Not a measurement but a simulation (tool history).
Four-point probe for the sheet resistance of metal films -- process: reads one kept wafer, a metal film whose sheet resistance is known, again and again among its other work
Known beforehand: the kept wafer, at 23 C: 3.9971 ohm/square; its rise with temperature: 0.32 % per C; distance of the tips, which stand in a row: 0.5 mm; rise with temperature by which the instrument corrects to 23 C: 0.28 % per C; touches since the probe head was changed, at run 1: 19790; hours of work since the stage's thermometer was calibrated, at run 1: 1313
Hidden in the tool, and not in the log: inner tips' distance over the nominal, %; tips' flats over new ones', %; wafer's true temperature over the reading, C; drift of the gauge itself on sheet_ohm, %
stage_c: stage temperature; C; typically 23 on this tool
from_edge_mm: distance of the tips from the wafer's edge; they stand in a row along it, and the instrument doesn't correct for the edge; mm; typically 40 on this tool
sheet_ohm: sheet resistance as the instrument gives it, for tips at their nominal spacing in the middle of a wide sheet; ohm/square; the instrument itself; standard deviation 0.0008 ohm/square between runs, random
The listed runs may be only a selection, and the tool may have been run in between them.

run,hour,stage_c,from_edge_mm,touches since the probe head was changed,hours of work since the stage's thermometer was calibrated,sheet_ohm
1,0,23,40,19790,1313,3.998213
2,17.2,23,40,20514,1325,3.997914
3,36.6,23,40,21334,1339,3.998541
4,69.1,19,40,22707,1362,3.99245
5,96.7,25,40,23868,1381,4.00114
6,112.5,22,40,24537,1392,3.997043
7,137,23,19,25570,1409,3.999355
8,162.9,23,19,26661,1427,3.999344
9,199.9,23,3,28223,1453,4.055953
10,233.5,23,3,29639,1476,4.055603
11,250.8,23,3,30373,1488,4.056732
12,281,23,3,31645,1509,4.054995
13,299.4,19,40,32423,1522,3.991533
# hour 313.8: stage's thermometer calibrated
14,333.6,19,40,33841,14,3.991269
15,367.9,19,40,35290,38,3.992274
16,407.2,19,40,36949,65,3.991879
17,440.9,19,40,38371,89,3.991199
18,478.6,23,40,39961,115,3.996245
19,496.7,23,40,40723,128,3.998064
20,522.9,34,4,41831,146,4.047788
21,558.4,34,30,43328,171,4.014419
22,595.6,34,30,44896,197,4.013607

Predict the results of run 23:
23,621.8,34,30,46002,215,?

sheet_ohm: 4.014279 ohm/square
The same run, on a tool lacking any hidden state, would have yielded sheet_ohm 4.014067 ohm/square.

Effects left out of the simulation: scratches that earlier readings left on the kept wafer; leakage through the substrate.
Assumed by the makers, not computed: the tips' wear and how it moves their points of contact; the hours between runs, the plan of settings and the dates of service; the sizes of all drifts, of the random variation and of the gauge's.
